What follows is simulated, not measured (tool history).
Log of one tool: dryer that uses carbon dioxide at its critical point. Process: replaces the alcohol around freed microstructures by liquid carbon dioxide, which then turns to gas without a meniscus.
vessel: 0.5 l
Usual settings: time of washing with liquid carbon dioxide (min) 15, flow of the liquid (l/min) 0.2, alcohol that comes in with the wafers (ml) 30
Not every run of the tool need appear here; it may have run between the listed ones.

| run | hour | time of washing with liquid carbon dioxide (min) | flow of the liquid (l/min) | alcohol that comes in with the wafers (ml) | alcohol left in the vessel before it's heated (ppm by volume) |
|---|---|---|---|---|---|
| 1 | 0 | 15 | 0.2 | 30 | 695 |
| 2 | 7.6 | 15 | 0.2 | 30 | 688 |
| 3 | 17.4 | 15 | 0.2 | 55 | 1163 |
| 4 | 31.3 | 9 | 0.2 | 30 | 3965 |
| 5 | 39.1 | 9 | 0.2 | 30 | 3921 |
| 6 | 45.5 | 9 | 0.2 | 30 | 4090 |
| 7 | 58.7 | 9 | 0.2 | 30 | 3914 |
| 8 | 67.6 | 15 | 0.2 | 30 | 700 |
| 9 | 75.2 | 15 | 0.2 | 30 | 717 |
| 10 | 81.3 | 15 | 0.2 | 30 | 719 |
| 11 | 94.6 | 11 | 0.2 | 30 | 2245 |
| 12 | 107.3 | 11 | 0.2 | 30 | 2229 |
| 13 | 118.4 | 11 | 0.2 | 30 | 2323 |
| 14 | 126.1 | 14 | 0.2 | 30 | 981 |
| 15 | 135 | 14 | 0.2 | 30 | 972 |
| 16 | 142.4 | 14 | 0.2 | 40 | 1252 |
|  | 148.7 | inlet filter changed |
| 17 | 150 | 14 | 0.2 | 40 | 993 |
| 18 | 162.9 | 15 | 0.219 | 30 | 379 |
| 19 | 170.9 | 15 | 0.2 | 30 | 589 |
| 20 | 179.8 | 10 | 0.2 | 30 | 2496 |
| 21 | 190.1 | 10 | 0.2 | 30 | 2522 |
| 22 | 199.3 | 10 | 0.2 | 30 | 2553 |
| 23 | 212.2 | 10 | 0.2 | 30 | 2558 |
| 24 | 225.5 | 15 | 0.2 | 30 | 603 |
| 25 | 239.2 | 18 | 0.152 | 21 | 671 |
| 26 | 248.1 | 12 | 0.246 | 94 | 1654 |
| 27 | 257.5 | 12 | 0.246 | 96 | 1732 |
| 28 | 268.4 | 18 | 0.33 | 51 | 112 |
| 29 | 282 | 18 | 0.33 | 51 | 106 |
| 30 | 289 | 13 | 0.192 | 46 | 1912 |
| 31 | 301.2 | 13 | 0.171 | 36 | 2349 |
| 32 | 307.2 | 12 | 0.2 | 62 | 2854 |
| 33 | 316.3 | 12 | 0.2 | 62 | 2830 |
| 34 | 323.1 | 15 | 0.2 | 35 | 713 |
| 35 | 330.1 | 15 | 0.2 | 87 | 1621 |
| 36 | 337 | 15 | 0.282 | 30 | 184 |
| 37 | 349.9 | 24 | 0.257 | 66 | 131 |
| 38 | 356.1 | 24 | 0.257 | 66 | 134 |
| 39 | 367.4 | 24 | 0.257 | 66 | 126 |
| 40 | 379.1 | 20 | 0.214 | 51 | 226 |
| 41 | 392.6 | 13 | 0.271 | 45 | 422 |
| 42 | 403.2 | 12 | 0.265 | 30 | 483 |
| 43 | 414.3 | 12 | 0.175 | 87 | 6728 |
| 44 | 424.1 | 17 | 0.294 | 28 | 161 |
| 45 | 434.9 | 12 | 0.294 | 39 | 397 |
| 46 | 447.8 | 12 | 0.294 | 21 | 282 |
| 47 | 461.9 | 12 | 0.294 | 21 | 279 |

Branching from run 47: 4 alternative next runs. What would each branch give?
| A | 469.4 | 12 | 0.2 | 36 | ? |
| B | 469.4 | 15 | 0.151 | 30 | ? |
| C | 469.4 | 12 | 0.294 | 56 | ? |
| D | 469.4 | 12 | 0.157 | 21 | ? |

| run | alcohol left in the vessel before it's heated (ppm by volume) |
|---|---|
| A | 1772 |
| B | 1976 |
| C | 512 |
| D | 2427 |
Without the tool's hidden state the same runs would have given:
| run | alcohol left in the vessel before it's heated (ppm by volume) |
|---|---|
| A | 1504 |
| B | 1701 |
| C | 333 |
| D | 2146 |
